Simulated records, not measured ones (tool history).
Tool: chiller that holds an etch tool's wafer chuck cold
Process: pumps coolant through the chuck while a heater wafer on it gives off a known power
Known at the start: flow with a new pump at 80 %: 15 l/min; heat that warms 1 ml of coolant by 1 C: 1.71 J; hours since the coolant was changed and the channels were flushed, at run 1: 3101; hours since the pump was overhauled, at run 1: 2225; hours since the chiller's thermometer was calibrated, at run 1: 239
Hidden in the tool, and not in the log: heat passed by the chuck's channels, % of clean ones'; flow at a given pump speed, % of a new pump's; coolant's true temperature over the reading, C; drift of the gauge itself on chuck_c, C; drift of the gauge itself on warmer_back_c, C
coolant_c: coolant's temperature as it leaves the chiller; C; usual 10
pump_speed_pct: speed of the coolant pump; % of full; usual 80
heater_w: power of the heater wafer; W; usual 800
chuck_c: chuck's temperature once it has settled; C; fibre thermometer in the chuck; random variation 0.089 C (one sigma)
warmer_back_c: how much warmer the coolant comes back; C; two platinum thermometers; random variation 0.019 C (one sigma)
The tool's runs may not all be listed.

run    hour  coolant_c  pump_speed_pct  heater_w  hours since the coolant was changed and the channels were flushed  hours since the pump was overhauled  hours since the chiller's thermometer was calibrated  chuck_c  warmer_back_c
  1     0.0         10              80       800                                                               3101                                 2225                                                   239    15.09           1.94
  2    69.4         10              80       800                                                               3171                                 2295                                                   308    14.88           1.89
  3   101.9         10              80       800                                                               3203                                 2327                                                   341    15.20           1.90
  4   135.8         10              80       800                                                               3237                                 2361                                                   375    15.09           1.91
  5   180.7         10              80       800                                                               3282                                 2406                                                   420    15.04           1.90
  6   210.0         10              99       800                                                               3311                                 2435                                                   449    14.07           1.49
  7   257.0         10              92       800                                                               3358                                 2482                                                   496    14.39           1.61
  8   321.5         10              92       800                                                               3423                                 2547                                                   560    14.30           1.62
  9   385.3         10              92       800                                                               3487                                 2610                                                   624    14.44           1.62
 10   429.9         10              92       800                                                               3531                                 2655                                                   669    14.46           1.63
 11   492.5         10              92       800                                                               3594                                 2718                                                   731    14.44           1.62
 12   528.9         10              80       800                                                               3630                                 2754                                                   768    15.15           1.92
 13   589.9         10              80       800                                                               3691                                 2815                                                   829    15.07           1.91
 14   629.2         10              93       800                                                               3731                                 2854                                                   868    14.38           1.61
 15   659.7         16              80       800                                                               3761                                 2885                                                   899    21.04           1.91
 16   726.9         10              87       683                                                               3828                                 2952                                                   966    14.07           1.50
 17   778.0          4              87       683                                                               3879                                 3003                                                  1017     7.96           1.52
 18   847.3          4              87       683                                                               3949                                 3072                                                  1086     8.05           1.49
 19   887.3         10              64       863                                                               3989                                 3112                                                  1126    16.88           2.70
 20   941.0         10              84       402                                                               4042                                 3166                                                  1180    12.27           0.90
 21   971.9          5              91       437                                                               4073                                 3197                                                  1211     7.36           0.91
 22  1032.1          5              91       437                                                               4134                                 3257                                                  1271     7.57           0.89
 23  1104.9          3              67       800                                                               4206                                 3330                                                  1344     9.06           2.39
 24  1154.3         15              90       554                                                               4256                                 3379                                                  1393    18.31           1.16
 25  1188.5         19              68       759                                                               4290                                 3414                                                  1427    24.81           2.20
 26  1249.6         13              64       800                                                               4351                                 3475                                                  1488    19.46           2.50
 27  1282.7         13              75       560                                                               4384                                 3508                                                  1522    16.62           1.46

Forecast each of these 4 alternatives for the next run:
  A  1331.4          4              84       526                                                               4433                                 3557                                                  1570        ?              ?
  B  1331.4         16              70       800                                                               4433                                 3557                                                  1570        ?              ?
  C  1331.4         10              80       577                                                               4433                                 3557                                                  1570        ?              ?
  D  1331.4         10              61       629                                                               4433                                 3557                                                  1570        ?              ?

run  chuck_c  warmer_back_c
  A     7.08           1.25
  B    21.84           2.26
  C    13.65           1.42
  D    15.33           2.07
Without the tool's hidden state the same runs would have given:
run  chuck_c  warmer_back_c
  A     6.80           1.20
  B    21.28           2.18
  C    13.32           1.37
  D    14.84           2.00
